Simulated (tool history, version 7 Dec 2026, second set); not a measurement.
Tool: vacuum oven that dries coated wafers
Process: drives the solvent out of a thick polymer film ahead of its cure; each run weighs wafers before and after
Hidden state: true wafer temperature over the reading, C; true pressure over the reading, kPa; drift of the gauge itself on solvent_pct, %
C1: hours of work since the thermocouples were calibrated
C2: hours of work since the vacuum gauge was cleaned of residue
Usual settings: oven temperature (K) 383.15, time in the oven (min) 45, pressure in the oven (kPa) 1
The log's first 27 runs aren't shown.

At day 16.142: oven's thermocouples calibrated.
Run 28, day 16.662: usual settings but oven temperature (K) 372.15, time in the oven (min) 37, pressure in the oven (kPa) 0.61; C1 5; C2 230. Result: solvent left in the film (%) 6.82.
Run 29, day 17.354: usual settings but oven temperature (K) 393.15, time in the oven (min) 23, pressure in the oven (kPa) 0.55; C1 12; C2 238. Result: solvent left in the film (%) 3.4.
Run 30, day 18.142: usual settings but oven temperature (K) 388.15, time in the oven (min) 66, pressure in the oven (kPa) 2.84; C1 20; C2 246. Result: solvent left in the film (%) 2.5.
Run 31, day 18.871: usual settings but oven temperature (K) 392.15, time in the oven (min) 38, pressure in the oven (kPa) 1.75; C1 28; C2 253. Result: solvent left in the film (%) 2.29.
Run 32, day 19.425: usual settings but oven temperature (K) 396.15, time in the oven (min) 28, pressure in the oven (kPa) 2.52; C1 34; C2 259. Result: solvent left in the film (%) 2.99.
Run 33, day 20.125: usual settings but oven temperature (K) 396.15, time in the oven (min) 28, pressure in the oven (kPa) 2.52; C1 41; C2 266. Result: solvent left in the film (%) 3.14.
Run 34, day 20.654: usual settings but oven temperature (K) 390.15, time in the oven (min) 48; C1 46; C2 271. Result: solvent left in the film (%) 1.5.
Run 35, day 21.079: usual settings but oven temperature (K) 381.15, time in the oven (min) 48, pressure in the oven (kPa) 3.9; C1 51; C2 276. Result: solvent left in the film (%) 5.63.
At day 21.471: oven's thermocouples calibrated, once more.
Run 36, day 21.55: usual settings but oven temperature (K) 384.15, time in the oven (min) 49; C1 1; C2 280. Result: solvent left in the film (%) 2.53.
Run 37, day 22.171: usual settings but oven temperature (K) 379.15, time in the oven (min) 76, pressure in the oven (kPa) 0.55; C1 7; C2 286. Result: solvent left in the film (%) 1.62.
Run 38, day 23.025: usual settings but oven temperature (K) 394.15, time in the oven (min) 58, pressure in the oven (kPa) 1.04; C1 16; C2 295. Result: solvent left in the film (%) 0.86.
Run 39, day 23.621: usual settings but oven temperature (K) 394.15, time in the oven (min) 58, pressure in the oven (kPa) 1.04; C1 22; C2 301. Result: solvent left in the film (%) 0.92.
Run 40, day 24.383: usual settings but oven temperature (K) 394.15, time in the oven (min) 58, pressure in the oven (kPa) 1.04; C1 30; C2 309. Result: solvent left in the film (%) 0.88.
Run 41, day 24.925: usual settings but oven temperature (K) 375.15, pressure in the oven (kPa) 0.51; C1 35; C2 314. Result: solvent left in the film (%) 4.66.
Run 42, day 25.317: usual settings but pressure in the oven (kPa) 2.58; C1 39; C2 318. Result: solvent left in the film (%) 4.25.
Run 43, day 25.738: usual settings but time in the oven (min) 48; C1 44; C2 322. Result: solvent left in the film (%) 2.7.
Run 44, day 26.367: usual settings but oven temperature (K) 374.15, time in the oven (min) 46, pressure in the oven (kPa) 0.62; C1 50; C2 329. Result: solvent left in the film (%) 5.07.
Run 45, day 26.875: usual settings but oven temperature (K) 392.15, time in the oven (min) 39, pressure in the oven (kPa) 0.62; C1 55; C2 334. Result: solvent left in the film (%) 1.62.
Run 46, day 27.592: usual settings but oven temperature (K) 393.15; C1 63; C2 341. Result: solvent left in the film (%) 1.37.

Forecast each of these 5 alternatives for the next run:
Run A, day 28.362: usual settings but oven temperature (K) 393.15, time in the oven (min) 30, pressure in the oven (kPa) 0.51; C1 71; C2 349. Result: solvent left in the film (%) ?.
Run B, day 28.362: usual settings but oven temperature (K) 372.15, time in the oven (min) 23, pressure in the oven (kPa) 3.56; C1 71; C2 349. Result: solvent left in the film (%) ?.
Run C, day 28.362: usual settings; C1 71; C2 349. Result: solvent left in the film (%) ?.
Run D, day 28.362: usual settings but time in the oven (min) 31, pressure in the oven (kPa) 0.96; C1 71; C2 349. Result: solvent left in the film (%) ?.
Run E, day 28.362: usual settings but oven temperature (K) 377.15, pressure in the oven (kPa) 1.53; C1 71; C2 349. Result: solvent left in the film (%) ?.

run  solvent left in the film (%)
  A                          2.27
  B                         11.35
  C                          3.01
  D                          4.75
  E                          5.07
Without the tool's hidden state the same runs would have given:
run  solvent left in the film (%)
  A                          2.19
  B                         11.25
  C                          2.91
  D                          4.65
  E                          4.95
